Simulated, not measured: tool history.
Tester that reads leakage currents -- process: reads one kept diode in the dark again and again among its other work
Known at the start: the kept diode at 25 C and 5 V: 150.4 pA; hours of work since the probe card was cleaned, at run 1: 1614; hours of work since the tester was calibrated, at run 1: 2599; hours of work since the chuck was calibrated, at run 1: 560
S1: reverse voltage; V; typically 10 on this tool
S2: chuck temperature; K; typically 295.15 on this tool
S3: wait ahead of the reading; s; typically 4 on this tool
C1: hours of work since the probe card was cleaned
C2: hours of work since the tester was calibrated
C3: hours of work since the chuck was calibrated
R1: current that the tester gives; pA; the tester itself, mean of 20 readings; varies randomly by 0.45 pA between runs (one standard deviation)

run 1 hour=0 | S1=10 S2=295.15 S3=4 | C1=1614 C2=2599 C3=560 | R1=134.38
-- hour=92.4 chuck's temperature calibrated
run 2 hour=196.4 | S1=10 S2=295.15 S3=4 | C1=1731 C2=2716 C3=63 | R1=151.09
run 3 hour=446.7 | S1=10 S2=295.15 S3=4.52 | C1=1882 C2=2868 C3=214 | R1=145.06
run 4 hour=705.7 | S1=10 S2=295.15 S3=4 | C1=2039 C2=3024 C3=370 | R1=139.32
run 5 hour=973.6 | S1=10 S2=295.15 S3=4 | C1=2200 C2=3186 C3=532 | R1=134.53
-- hour=1105.7 chuck's temperature calibrated
run 6 hour=1240.2 | S1=1 S2=295.15 S3=4 | C1=2360 C2=3346 C3=81 | R1=64.61
-- hour=1473.8 probe card cleaned and baked
run 7 hour=1508.6 | S1=1 S2=295.15 S3=4 | C1=21 C2=3506 C3=242 | R1=60.44
run 8 hour=1704.3 | S1=10 S2=326.15 S3=4 | C1=139 C2=3624 C3=360 | R1=1521.52
run 9 hour=1959.1 | S1=3.7 S2=295.15 S3=4.54 | C1=293 C2=3778 C3=514 | R1=89.39
run 10 hour=2073.9 | S1=2.5 S2=318.15 S3=0.55 | C1=362 C2=3847 C3=583 | R1=484.9
-- hour=2119.8 chuck's temperature calibrated
run 11 hour=2294.2 | S1=1.9 S2=297.15 S3=0.75 | C1=494 C2=3979 C3=105 | R1=93.93
run 12 hour=2533.5 | S1=1.8 S2=307.15 S3=5.1 | C1=639 C2=4124 C3=250 | R1=200.75
-- hour=2662.9 tester calibrated
run 13 hour=2740 | S1=1.8 S2=313.15 S3=5.1 | C1=762 C2=47 C3=373 | R1=314.7
run 14 hour=2914.9 | S1=2 S2=310.15 S3=0.56 | C1=868 C2=152 C3=479 | R1=252.63
run 15 hour=3065.7 | S1=15.7 S2=313.15 S3=9.45 | C1=959 C2=243 C3=570 | R1=655.14

Pick out some run-to-run changes in R1. Of each, how much would a tool without hidden state show as well, from the settings, what came in and chance, and how much is left for the hidden state and any gauge scatter not in both results compared?
Hidden state present: stray current of the dirty probe card, pA a volt; current scale over the true one, %; true chuck temperature over the reading, C; drift of the gauge itself on leakage_pa, %.
Run 7 -> 8: S1 1 -> 10, S2 295.15 -> 326.15. R1 +1461.08 pA: hidden state -147.37, all else +1608.45.

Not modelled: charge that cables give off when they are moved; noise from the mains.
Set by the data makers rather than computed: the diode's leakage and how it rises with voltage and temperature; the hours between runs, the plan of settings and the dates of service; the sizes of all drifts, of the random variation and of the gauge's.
